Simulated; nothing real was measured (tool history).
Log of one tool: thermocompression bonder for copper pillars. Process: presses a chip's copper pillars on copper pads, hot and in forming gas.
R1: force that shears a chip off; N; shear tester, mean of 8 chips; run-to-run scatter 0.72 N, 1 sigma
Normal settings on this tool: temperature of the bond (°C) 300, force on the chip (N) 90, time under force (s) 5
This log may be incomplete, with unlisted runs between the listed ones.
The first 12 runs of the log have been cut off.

{"run": 13, "day": 13.729, "temperature of the bond (°C)": 292, "force on the chip (N)": 90, "time under force (s)": 5, "R1": 47.5}
{"run": 14, "day": 15.017, "temperature of the bond (°C)": 292, "force on the chip (N)": 90, "time under force (s)": 5, "R1": 46.1}
{"run": 15, "day": 16.317, "temperature of the bond (°C)": 300, "force on the chip (N)": 90, "time under force (s)": 5, "R1": 48.0}
{"run": 16, "day": 17.292, "temperature of the bond (°C)": 300, "force on the chip (N)": 90, "time under force (s)": 5, "R1": 48.4}
{"run": 17, "day": 18.425, "temperature of the bond (°C)": 300, "force on the chip (N)": 90, "time under force (s)": 5, "R1": 48.9}
{"run": 18, "day": 19.775, "temperature of the bond (°C)": 300, "force on the chip (N)": 90, "time under force (s)": 5, "R1": 48.4}
{"run": 19, "day": 20.992, "temperature of the bond (°C)": 291, "force on the chip (N)": 55, "time under force (s)": 3, "R1": 30.4}
{"run": 20, "day": 21.875, "temperature of the bond (°C)": 319, "force on the chip (N)": 60, "time under force (s)": 6, "R1": 47.6}
{"run": 21, "day": 22.946, "temperature of the bond (°C)": 310, "force on the chip (N)": 90, "time under force (s)": 8, "R1": 56.6}
{"day": 23.342, "done": "forming gas filter changed"}
{"run": 22, "day": 24.017, "temperature of the bond (°C)": 310, "force on the chip (N)": 90, "time under force (s)": 8, "R1": 61.7}
{"run": 23, "day": 25.458, "temperature of the bond (°C)": 285, "force on the chip (N)": 90, "time under force (s)": 8, "R1": 54.0}
{"run": 24, "day": 26.596, "temperature of the bond (°C)": 309, "force on the chip (N)": 87, "time under force (s)": 5, "R1": 55.1}
{"day": 26.842, "done": "force cell calibrated"}
{"run": 25, "day": 27.646, "temperature of the bond (°C)": 309, "force on the chip (N)": 87, "time under force (s)": 5, "R1": 55.0}
{"run": 26, "day": 29.033, "temperature of the bond (°C)": 309, "force on the chip (N)": 106, "time under force (s)": 4, "R1": 55.8}
{"run": 27, "day": 30.412, "temperature of the bond (°C)": 276, "force on the chip (N)": 89, "time under force (s)": 3, "R1": 36.8}
{"run": 28, "day": 31.129, "temperature of the bond (°C)": 276, "force on the chip (N)": 89, "time under force (s)": 3, "R1": 36.2}
{"run": 29, "day": 31.75, "temperature of the bond (°C)": 323, "force on the chip (N)": 90, "time under force (s)": 3, "R1": 51.3}
{"run": 30, "day": 32.746, "temperature of the bond (°C)": 300, "force on the chip (N)": 68, "time under force (s)": 3, "R1": 40.7}
{"run": 31, "day": 33.433, "temperature of the bond (°C)": 300, "force on the chip (N)": 68, "time under force (s)": 8, "R1": 53.7}
{"run": 32, "day": 34.438, "temperature of the bond (°C)": 300, "force on the chip (N)": 120, "time under force (s)": 5, "R1": 54.4}

What if the next run were any one of these 3? Each begins from the tool's condition after run 32:
{"run": "A", "day": 35.771, "temperature of the bond (°C)": 310, "force on the chip (N)": 120, "time under force (s)": 13, "R1": "?"}
{"run": "B", "day": 35.771, "temperature of the bond (°C)": 299, "force on the chip (N)": 74, "time under force (s)": 10, "R1": "?"}
{"run": "C", "day": 35.771, "temperature of the bond (°C)": 300, "force on the chip (N)": 84, "time under force (s)": 10, "R1": "?"}

run=A R1=68.7
run=B R1=56.8
run=C R1=59.7
What these runs would have given with no unlogged condition in the tool:
run=A R1=71.4
run=B R1=57.9
run=C R1=61.0
